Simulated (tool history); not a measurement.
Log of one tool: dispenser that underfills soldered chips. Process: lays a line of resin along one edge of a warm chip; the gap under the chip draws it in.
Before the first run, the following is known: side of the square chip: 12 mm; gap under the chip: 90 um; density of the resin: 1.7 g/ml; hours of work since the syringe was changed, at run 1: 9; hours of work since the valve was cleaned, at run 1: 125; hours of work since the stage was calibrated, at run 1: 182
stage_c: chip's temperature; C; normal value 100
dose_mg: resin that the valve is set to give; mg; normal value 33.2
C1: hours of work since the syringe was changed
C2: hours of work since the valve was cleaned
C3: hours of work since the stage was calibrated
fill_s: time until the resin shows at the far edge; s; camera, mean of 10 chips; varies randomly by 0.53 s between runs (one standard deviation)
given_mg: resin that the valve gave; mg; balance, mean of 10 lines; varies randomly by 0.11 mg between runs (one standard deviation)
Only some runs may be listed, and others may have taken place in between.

run 1 day=0.000 | stage_c=100 dose_mg=33.2 | C1=9 C2=125 C3=182 | fill_s=63.0 given_mg=30.96
-- day=0.117 new syringe of resin
run 2 day=0.217 | stage_c=100 dose_mg=33.2 | C1=2 C2=128 C3=185 | fill_s=44.1 given_mg=31.14
run 3 day=0.517 | stage_c=100 dose_mg=33.2 | C1=6 C2=133 C3=190 | fill_s=53.5 given_mg=30.93
run 4 day=0.658 | stage_c=100 dose_mg=31.0 | C1=9 C2=135 C3=192 | fill_s=59.2 given_mg=29.00
-- day=0.838 new syringe of resin
run 5 day=0.938 | stage_c=100 dose_mg=31.0 | C1=2 C2=139 C3=196 | fill_s=45.4 given_mg=28.89
-- day=1.108 dispensing valve cleaned and set on the balance
run 6 day=1.271 | stage_c=100 dose_mg=31.0 | C1=6 C2=3 C3=201 | fill_s=53.3 given_mg=31.35
run 7 day=1.475 | stage_c=100 dose_mg=31.0 | C1=9 C2=6 C3=204 | fill_s=60.9 given_mg=30.93
-- day=1.621 new syringe of resin
run 8 day=1.796 | stage_c=100 dose_mg=31.0 | C1=3 C2=11 C3=209 | fill_s=46.5 given_mg=31.03
run 9 day=2.125 | stage_c=100 dose_mg=31.0 | C1=8 C2=16 C3=214 | fill_s=56.8 given_mg=30.80
-- day=2.333 new syringe of resin
run 10 day=2.417 | stage_c=100 dose_mg=31.0 | C1=1 C2=20 C3=218 | fill_s=44.4 given_mg=30.73
run 11 day=2.683 | stage_c=100 dose_mg=31.0 | C1=6 C2=24 C3=223 | fill_s=52.5 given_mg=30.81
run 12 day=2.888 | stage_c=105 dose_mg=33.2 | C1=9 C2=28 C3=226 | fill_s=48.9 given_mg=32.71
-- day=3.050 new syringe of resin
run 13 day=3.117 | stage_c=105 dose_mg=33.2 | C1=1 C2=31 C3=229 | fill_s=34.8 given_mg=32.68
run 14 day=3.308 | stage_c=105 dose_mg=33.2 | C1=4 C2=34 C3=232 | fill_s=39.4 given_mg=32.60
run 15 day=3.562 | stage_c=105 dose_mg=33.2 | C1=8 C2=38 C3=236 | fill_s=47.9 given_mg=32.72
-- day=3.771 new syringe of resin
run 16 day=3.858 | stage_c=105 dose_mg=33.2 | C1=1 C2=42 C3=241 | fill_s=35.8 given_mg=32.61
run 17 day=3.996 | stage_c=105 dose_mg=33.2 | C1=4 C2=45 C3=243 | fill_s=38.6 given_mg=32.51
run 18 day=4.275 | stage_c=105 dose_mg=33.2 | C1=8 C2=49 C3=247 | fill_s=46.6 given_mg=32.44
run 19 day=4.421 | stage_c=114 dose_mg=42.3 | C1=10 C2=51 C3=250 | fill_s=36.2 given_mg=41.29
-- day=4.512 new syringe of resin
run 20 day=4.667 | stage_c=104 dose_mg=29.7 | C1=2 C2=55 C3=253 | fill_s=40.3 given_mg=28.99
run 21 day=5.000 | stage_c=91 dose_mg=40.7 | C1=8 C2=60 C3=258 | fill_s=78.5 given_mg=39.63
-- day=5.246 new syringe of resin
run 22 day=5.338 | stage_c=111 dose_mg=37.3 | C1=1 C2=65 C3=264 | fill_s=29.1 given_mg=36.26
run 23 day=5.538 | stage_c=90 dose_mg=35.6 | C1=5 C2=68 C3=267 | fill_s=73.8 given_mg=34.48
run 24 day=5.708 | stage_c=111 dose_mg=32.0 | C1=7 C2=71 C3=269 | fill_s=37.7 given_mg=30.95
run 25 day=5.854 | stage_c=88 dose_mg=31.6 | C1=10 C2=73 C3=272 | fill_s=102.0 given_mg=30.57
-- day=5.979 new syringe of resin
run 26 day=6.175 | stage_c=102 dose_mg=31.1 | C1=3 C2=78 C3=277 | fill_s=43.1 given_mg=30.05
run 27 day=6.354 | stage_c=99 dose_mg=28.7 | C1=6 C2=81 C3=279 | fill_s=56.0 given_mg=27.62
run 28 day=6.650 | stage_c=106 dose_mg=29.3 | C1=11 C2=86 C3=284 | fill_s=51.5 given_mg=28.16
-- day=6.704 new syringe of resin
run 29 day=6.912 | stage_c=106 dose_mg=29.3 | C1=3 C2=90 C3=288 | fill_s=38.5 given_mg=28.15
run 30 day=7.158 | stage_c=106 dose_mg=29.3 | C1=7 C2=94 C3=292 | fill_s=44.9 given_mg=27.89
run 31 day=7.358 | stage_c=113 dose_mg=29.8 | C1=10 C2=97 C3=295 | fill_s=39.4 given_mg=28.65
-- day=7.438 new syringe of resin
run 32 day=7.625 | stage_c=113 dose_mg=29.8 | C1=3 C2=101 C3=299 | fill_s=28.8 given_mg=28.45
run 33 day=7.783 | stage_c=104 dose_mg=31.8 | C1=5 C2=103 C3=301 | fill_s=43.3 given_mg=30.28
run 34 day=8.121 | stage_c=104 dose_mg=31.8 | C1=11 C2=108 C3=307 | fill_s=53.3 given_mg=30.03
-- day=8.150 new syringe of resin
run 35 day=8.433 | stage_c=104 dose_mg=31.8 | C1=4 C2=113 C3=312 | fill_s=42.0 given_mg=30.07

Difference, measured minus no-hidden-state, one row per run. Run-to-run variation is common to both terms; the gauge's own scatter need not be:
Hidden state present: resin's viscosity, % of fresh resin's; dose that the valve gives, % of what is set; true chip temperature over the reading, C; drift of the gauge itself on fill_s, %; drift of the gauge itself on given_mg, %.
run=1 fill_s=+18.5 given_mg=-2.11
run=2 fill_s=+1.0 given_mg=-2.19
run=3 fill_s=+10.3 given_mg=-2.26
run=4 fill_s=+15.7 given_mg=-2.15
run=5 fill_s=+1.1 given_mg=-2.22
run=6 fill_s=+9.4 given_mg=+0.04
run=7 fill_s=+16.7 given_mg=-0.01
run=8 fill_s=+2.8 given_mg=-0.08
run=9 fill_s=+13.6 given_mg=-0.17
run=10 fill_s=+0.2 given_mg=-0.23
run=11 fill_s=+8.5 given_mg=-0.30
run=12 fill_s=+12.8 given_mg=-0.38
run=13 fill_s=-0.7 given_mg=-0.43
run=14 fill_s=+3.9 given_mg=-0.47
run=15 fill_s=+11.0 given_mg=-0.55
run=16 fill_s=-0.1 given_mg=-0.61
run=17 fill_s=+3.1 given_mg=-0.65
run=18 fill_s=+10.6 given_mg=-0.72
run=19 fill_s=+10.7 given_mg=-0.97
run=20 fill_s=+2.1 given_mg=-0.74
run=21 fill_s=+17.5 given_mg=-1.10
run=22 fill_s=+0.9 given_mg=-1.10
run=23 fill_s=+10.4 given_mg=-1.10
run=24 fill_s=+9.0 given_mg=-1.04
run=25 fill_s=+30.5 given_mg=-1.06
run=26 fill_s=+2.5 given_mg=-1.11
run=27 fill_s=+8.9 given_mg=-1.07
run=28 fill_s=+15.6 given_mg=-1.16
run=29 fill_s=+2.4 given_mg=-1.21
run=30 fill_s=+8.9 given_mg=-1.26
run=31 fill_s=+11.6 given_mg=-1.34
run=32 fill_s=+1.6 given_mg=-1.40
run=33 fill_s=+6.1 given_mg=-1.53
run=34 fill_s=+16.3 given_mg=-1.60
run=35 fill_s=+5.0 given_mg=-1.68

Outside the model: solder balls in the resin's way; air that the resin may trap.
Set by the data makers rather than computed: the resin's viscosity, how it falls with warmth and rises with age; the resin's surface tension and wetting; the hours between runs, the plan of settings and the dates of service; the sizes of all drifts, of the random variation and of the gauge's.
